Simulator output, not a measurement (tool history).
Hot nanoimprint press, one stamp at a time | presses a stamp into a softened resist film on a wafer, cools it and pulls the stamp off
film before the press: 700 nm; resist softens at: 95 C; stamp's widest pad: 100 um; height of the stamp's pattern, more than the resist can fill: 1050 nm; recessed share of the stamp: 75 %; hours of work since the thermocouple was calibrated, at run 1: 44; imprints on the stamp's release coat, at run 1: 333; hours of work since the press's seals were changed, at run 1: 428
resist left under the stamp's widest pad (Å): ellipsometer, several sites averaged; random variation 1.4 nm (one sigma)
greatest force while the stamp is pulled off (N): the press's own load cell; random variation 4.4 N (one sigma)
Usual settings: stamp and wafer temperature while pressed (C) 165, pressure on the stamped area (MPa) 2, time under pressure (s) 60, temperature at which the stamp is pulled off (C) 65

run,day,stamp and wafer temperature while pressed (C),pressure on the stamped area (MPa),time under pressure (s),temperature at which the stamp is pulled off (C),hours of work since the thermocouple was calibrated,imprints on the stamp's release coat,hours of work since the press's seals were changed,resist left under the stamp's widest pad (Å),greatest force while the stamp is pulled off (N)
1,0,165,2,60,65,44,333,428,2707,234
2,2.625,165,2,60,60,93,701,477,2704,263
3,4.658,165,2,60,65,131,986,515,2719,257
4,6.592,165,2,60,65,166,1257,551,2726,297
# day 7.696: stamp cleaned and given a new release coat
5,8.25,165,2,60,65,193,78,577,2752,217
6,10.896,165,2,60,65,242,450,626,2796,244
7,12.225,165,2,60,65,267,636,651,2817,251
8,14.033,165,2,60,65,300,890,684,2836,259
9,15.683,165,2,60,65,331,1121,715,2826,282
10,17.275,165,2,60,65,360,1345,745,2858,295
# day 17.688: stamp cleaned and given a new release coat
11,19.071,165,2,60,65,389,194,773,2885,224
# day 19.662: plate thermocouple calibrated
12,21.421,165,2,60,65,33,506,815,2677,238
# day 21.896: press's hydraulic seals changed and the load cell set to zero
13,24.038,165,2,60,65,75,826,40,2666,258
14,25.862,165,2,60,65,109,1082,74,2682,280
15,27.321,165,2,60,65,136,1287,101,2681,291
# day 28.25: stamp cleaned and given a new release coat
16,30.121,165,2,49,65,183,262,148,2952,227
17,31.504,165,2.86,111,67,209,456,174,1780,229
18,33.879,165,2.63,111,54,253,789,218,1871,292
19,36.521,165,2.53,53,70,302,1160,267,2676,262
# day 38.346: stamp cleaned and given a new release coat
20,38.35,165,2.53,53,70,332,1,297,2668,211
21,40.488,165,2.53,53,70,372,301,336,2675,221
# day 41.862: plate thermocouple calibrated
22,43.033,165,2.53,53,70,22,640,381,2590,245
23,44.375,165,2.53,53,70,47,829,406,2607,258
24,46.083,159,2.3,45,70,78,1068,438,4003,258
25,47.721,159,2.3,45,70,109,1298,468,4053,265
# day 48.538: stamp cleaned and given a new release coat
26,49.808,159,2.3,45,68,143,178,502,4070,219
27,51.171,159,2.3,45,68,168,369,528,4149,239
28,53.112,159,2.3,45,68,204,641,564,4155,243
29,54.921,162,1.21,45,66,238,896,598,4449,275

Forecast each of these 3 alternatives for the next run:
A,56.4,172,1.21,45,70,266,1103,625,?,?
B,56.4,162,1.4,47,62,266,1103,625,?,?
C,56.4,169,1.84,45,66,266,1103,625,?,?

run,resist left under the stamp's widest pad (Å),greatest force while the stamp is pulled off (N)
A,2724,264
B,4245,290
C,2659,282
Without the tool's hidden state the same runs would have given:
run,resist left under the stamp's widest pad (Å),greatest force while the stamp is pulled off (N)
A,2575,201
B,4038,221
C,2497,215
